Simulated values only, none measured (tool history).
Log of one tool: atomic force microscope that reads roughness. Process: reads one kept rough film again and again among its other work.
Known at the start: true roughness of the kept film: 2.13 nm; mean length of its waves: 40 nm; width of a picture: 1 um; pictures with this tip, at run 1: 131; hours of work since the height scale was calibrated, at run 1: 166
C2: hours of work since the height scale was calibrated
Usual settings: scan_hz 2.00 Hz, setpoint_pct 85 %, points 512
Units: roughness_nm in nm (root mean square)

run 1 day=0.000 | scan_hz=2.00 setpoint_pct=85 points=512 | pictures_with_this_tip=131 C2=166 | roughness_nm=1.481
-- day=0.492 new tip fitted
run 2 day=1.842 | scan_hz=2.00 setpoint_pct=85 points=800 | pictures_with_this_tip=43 C2=184 | roughness_nm=1.560
run 3 day=3.900 | scan_hz=2.00 setpoint_pct=85 points=800 | pictures_with_this_tip=110 C2=205 | roughness_nm=1.476
-- day=4.979 new tip fitted
run 4 day=5.912 | scan_hz=2.00 setpoint_pct=83 points=800 | pictures_with_this_tip=30 C2=225 | roughness_nm=1.588
run 5 day=8.262 | scan_hz=2.00 setpoint_pct=83 points=800 | pictures_with_this_tip=106 C2=248 | roughness_nm=1.512
-- day=9.421 new tip fitted
run 6 day=9.929 | scan_hz=2.00 setpoint_pct=84 points=512 | pictures_with_this_tip=16 C2=265 | roughness_nm=1.588
run 7 day=12.621 | scan_hz=2.00 setpoint_pct=85 points=512 | pictures_with_this_tip=104 C2=292 | roughness_nm=1.475
-- day=13.979 new tip fitted
run 8 day=13.979 | scan_hz=0.97 setpoint_pct=85 points=512 | pictures_with_this_tip=0 C2=305 | roughness_nm=1.784
run 9 day=15.471 | scan_hz=0.97 setpoint_pct=85 points=512 | pictures_with_this_tip=48 C2=320 | roughness_nm=1.741
run 10 day=16.912 | scan_hz=0.97 setpoint_pct=85 points=512 | pictures_with_this_tip=95 C2=335 | roughness_nm=1.672
-- day=18.504 new tip fitted
run 11 day=19.683 | scan_hz=0.97 setpoint_pct=85 points=512 | pictures_with_this_tip=39 C2=362 | roughness_nm=1.735
run 12 day=21.350 | scan_hz=0.97 setpoint_pct=85 points=512 | pictures_with_this_tip=93 C2=379 | roughness_nm=1.677
-- day=23.033 new tip fitted
run 13 day=23.529 | scan_hz=0.97 setpoint_pct=85 points=512 | pictures_with_this_tip=16 C2=401 | roughness_nm=1.772
run 14 day=25.900 | scan_hz=0.97 setpoint_pct=85 points=512 | pictures_with_this_tip=93 C2=425 | roughness_nm=1.695
-- day=27.438 new tip fitted
run 15 day=27.575 | scan_hz=2.00 setpoint_pct=85 points=512 | pictures_with_this_tip=5 C2=441 | roughness_nm=1.580
run 16 day=29.212 | scan_hz=2.00 setpoint_pct=81 points=512 | pictures_with_this_tip=57 C2=458 | roughness_nm=1.596
run 17 day=31.196 | scan_hz=2.00 setpoint_pct=81 points=512 | pictures_with_this_tip=122 C2=478 | roughness_nm=1.529
-- day=31.858 new tip fitted
run 18 day=32.750 | scan_hz=2.00 setpoint_pct=81 points=512 | pictures_with_this_tip=29 C2=493 | roughness_nm=1.629
run 19 day=34.029 | scan_hz=2.00 setpoint_pct=81 points=512 | pictures_with_this_tip=71 C2=506 | roughness_nm=1.579
run 20 day=35.871 | scan_hz=1.15 setpoint_pct=81 points=512 | pictures_with_this_tip=130 C2=525 | roughness_nm=1.647
-- day=36.442 new tip fitted
run 21 day=37.596 | scan_hz=2.39 setpoint_pct=81 points=512 | pictures_with_this_tip=37 C2=542 | roughness_nm=1.559
-- day=37.892 height scale calibrated on a step standard
run 22 day=39.875 | scan_hz=2.00 setpoint_pct=84 points=512 | pictures_with_this_tip=110 C2=20 | roughness_nm=1.499
-- day=40.921 new tip fitted
run 23 day=41.688 | scan_hz=2.00 setpoint_pct=84 points=512 | pictures_with_this_tip=25 C2=38 | roughness_nm=1.574
run 24 day=43.117 | scan_hz=2.00 setpoint_pct=84 points=512 | pictures_with_this_tip=71 C2=52 | roughness_nm=1.532
-- day=43.646 height scale calibrated on a step standard, once more
run 25 day=44.929 | scan_hz=2.00 setpoint_pct=84 points=512 | pictures_with_this_tip=128 C2=13 | roughness_nm=1.472
-- day=45.475 new tip fitted
run 26 day=47.096 | scan_hz=2.00 setpoint_pct=85 points=512 | pictures_with_this_tip=52 C2=34 | roughness_nm=1.521

Run 27 comes next. What will it give?
run 27 day=49.654 | scan_hz=2.00 setpoint_pct=67 points=321 | pictures_with_this_tip=135 C2=60 | roughness_nm=?

Run 27 gave roughness_nm 1.652 nm (root mean square).
Without the tool's hidden state the same run would have given roughness_nm 1.817 nm (root mean square).

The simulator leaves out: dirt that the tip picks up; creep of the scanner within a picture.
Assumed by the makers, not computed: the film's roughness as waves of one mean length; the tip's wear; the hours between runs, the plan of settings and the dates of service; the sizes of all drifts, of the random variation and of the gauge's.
